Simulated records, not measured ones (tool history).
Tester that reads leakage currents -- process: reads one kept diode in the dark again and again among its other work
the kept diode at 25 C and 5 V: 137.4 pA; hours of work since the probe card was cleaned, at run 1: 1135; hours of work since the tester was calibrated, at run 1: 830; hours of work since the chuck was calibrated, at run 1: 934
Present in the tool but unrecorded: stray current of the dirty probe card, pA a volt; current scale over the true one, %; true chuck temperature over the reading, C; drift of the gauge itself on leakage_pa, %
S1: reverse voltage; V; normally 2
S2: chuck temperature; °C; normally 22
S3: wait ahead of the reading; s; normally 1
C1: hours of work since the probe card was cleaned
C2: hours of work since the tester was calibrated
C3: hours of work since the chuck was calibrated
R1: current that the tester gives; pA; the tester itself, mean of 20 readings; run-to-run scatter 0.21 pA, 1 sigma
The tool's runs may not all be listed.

run     day     S1  S2    S3    C1    C2    C3       R1
  1       0      2  22     1  1135   830   934    65.74
  2   4.529      2  22     1  1219   914  1018     65.5
  3   7.492      2  22     1  1274   969  1073    64.79
  4  11.371      2  22     1  1346  1041  1145    64.35
  5  13.875      2  22     1  1393  1087  1192    64.85
  6  17.021      2  33     1  1451  1146  1250   172.02
  7  22.071      2  56     1  1545  1239  1344  1124.35
  8  25.029      2  56     1  1600  1294  1399  1114.21
  9  28.788      2  23     1  1669  1364  1469    69.73
 10  33.671      2  23     1  1760  1455  1559    69.39
 11  38.946      2  23     1  1858  1552  1657    68.96
 12  43.179   5.35  22     1  1936  1631  1736   103.08
     47.354  -- chuck's temperature calibrated
 13  47.354  12.89  48  2.28  2012  1707     0  1552.23
 14  52.208    6.9  29  7.65  2102  1797    90   238.02
 15  55.462    6.9  29  7.65  2163  1857   150   236.02
 16    60.7      2  34  1.95  2260  1954   248   197.75
     61.246  -- tester calibrated
 17  64.862      2  34  1.95  2336    67   323   198.07
 18   69.15  16.76  29  6.02  2415   147   403   366.68
 19   72.95  16.76  29  6.02  2486   217   473   365.74
 20  77.538    1.3  47  0.42  2571   302   558   467.31
 21  82.442  10.08  43  0.42  2662   393   649   894.14
     83.092  -- probe card cleaned and baked
     86.788  -- tester calibrated, once more
 22  87.538   4.39  24  0.39    81    14   740   109.75
 23  92.946    1.4  24  0.39   181   114   840    63.86
 24  96.412    1.4  24  3.11   246   179   905     62.9

Forecast each of these 3 alternatives for the next run:
  A  99.821  2.45  34     1  309  242  968   ?
  B  99.821  4.35  47  3.11  309  242  968   ?
  C  99.821   1.4  53  3.11  309  242  968   ?

run      R1
  A  201.34
  B  790.38
  C  748.91
What these runs would have given with no unlogged condition in the tool:
run      R1
  A  221.49
  B  864.13
  C  816.81
